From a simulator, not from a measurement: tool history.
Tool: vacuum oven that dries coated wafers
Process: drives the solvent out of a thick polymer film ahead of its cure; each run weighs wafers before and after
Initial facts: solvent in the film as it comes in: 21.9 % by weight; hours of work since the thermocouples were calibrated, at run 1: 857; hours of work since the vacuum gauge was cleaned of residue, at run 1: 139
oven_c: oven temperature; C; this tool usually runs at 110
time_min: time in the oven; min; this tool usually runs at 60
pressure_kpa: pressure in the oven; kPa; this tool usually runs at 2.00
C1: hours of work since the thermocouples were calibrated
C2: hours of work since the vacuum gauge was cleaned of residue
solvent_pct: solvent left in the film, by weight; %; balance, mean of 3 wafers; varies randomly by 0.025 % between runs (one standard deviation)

run 1 hour=0.0 | oven_c=110 time_min=60 pressure_kpa=2.00 | C1=857 C2=139 | solvent_pct=2.83
run 2 hour=12.8 | oven_c=96 time_min=60 pressure_kpa=2.00 | C1=863 C2=145 | solvent_pct=7.76
run 3 hour=22.4 | oven_c=96 time_min=60 pressure_kpa=2.00 | C1=868 C2=149 | solvent_pct=7.80
run 4 hour=32.4 | oven_c=96 time_min=60 pressure_kpa=2.18 | C1=872 C2=154 | solvent_pct=8.05
run 5 hour=38.3 | oven_c=96 time_min=60 pressure_kpa=2.18 | C1=875 C2=157 | solvent_pct=7.99
run 6 hour=45.6 | oven_c=96 time_min=60 pressure_kpa=2.18 | C1=879 C2=160 | solvent_pct=7.94
run 7 hour=53.1 | oven_c=96 time_min=60 pressure_kpa=2.18 | C1=882 C2=164 | solvent_pct=8.05
run 8 hour=63.4 | oven_c=96 time_min=60 pressure_kpa=2.18 | C1=887 C2=169 | solvent_pct=7.93
run 9 hour=75.7 | oven_c=96 time_min=60 pressure_kpa=2.18 | C1=893 C2=175 | solvent_pct=8.09
run 10 hour=85.4 | oven_c=96 time_min=60 pressure_kpa=2.18 | C1=897 C2=179 | solvent_pct=7.95
run 11 hour=97.1 | oven_c=124 time_min=60 pressure_kpa=1.37 | C1=903 C2=185 | solvent_pct=0.96
run 12 hour=108.4 | oven_c=124 time_min=60 pressure_kpa=1.37 | C1=908 C2=190 | solvent_pct=0.98
run 13 hour=114.9 | oven_c=119 time_min=79 pressure_kpa=1.37 | C1=911 C2=193 | solvent_pct=1.14
run 14 hour=124.9 | oven_c=114 time_min=62 pressure_kpa=1.37 | C1=916 C2=198 | solvent_pct=1.53
run 15 hour=132.8 | oven_c=114 time_min=62 pressure_kpa=1.37 | C1=920 C2=202 | solvent_pct=1.57
run 16 hour=138.5 | oven_c=110 time_min=60 pressure_kpa=7.76 | C1=923 C2=204 | solvent_pct=8.94
run 17 hour=147.1 | oven_c=109 time_min=81 pressure_kpa=2.00 | C1=927 C2=208 | solvent_pct=2.57

Each row is a separate what-if for the run after 17, all from the same tool condition, not one after another. Results?
run A hour=152.8 | oven_c=109 time_min=81 pressure_kpa=2.84 | C1=929 C2=211 | solvent_pct=?
run B hour=152.8 | oven_c=109 time_min=31 pressure_kpa=2.00 | C1=929 C2=211 | solvent_pct=?
run C hour=152.8 | oven_c=109 time_min=81 pressure_kpa=1.16 | C1=929 C2=211 | solvent_pct=?
run D hour=152.8 | oven_c=104 time_min=81 pressure_kpa=2.25 | C1=929 C2=211 | solvent_pct=?
run E hour=152.8 | oven_c=110 time_min=60 pressure_kpa=2.46 | C1=929 C2=211 | solvent_pct=?

run=A solvent_pct=3.50
run=B solvent_pct=5.72
run=C solvent_pct=1.65
run=D solvent_pct=3.87
run=E solvent_pct=3.35
Without the tool's hidden state the same runs would have given:
run=A solvent_pct=3.58
run=B solvent_pct=5.94
run=C solvent_pct=1.69
run=D solvent_pct=4.00
run=E solvent_pct=3.46
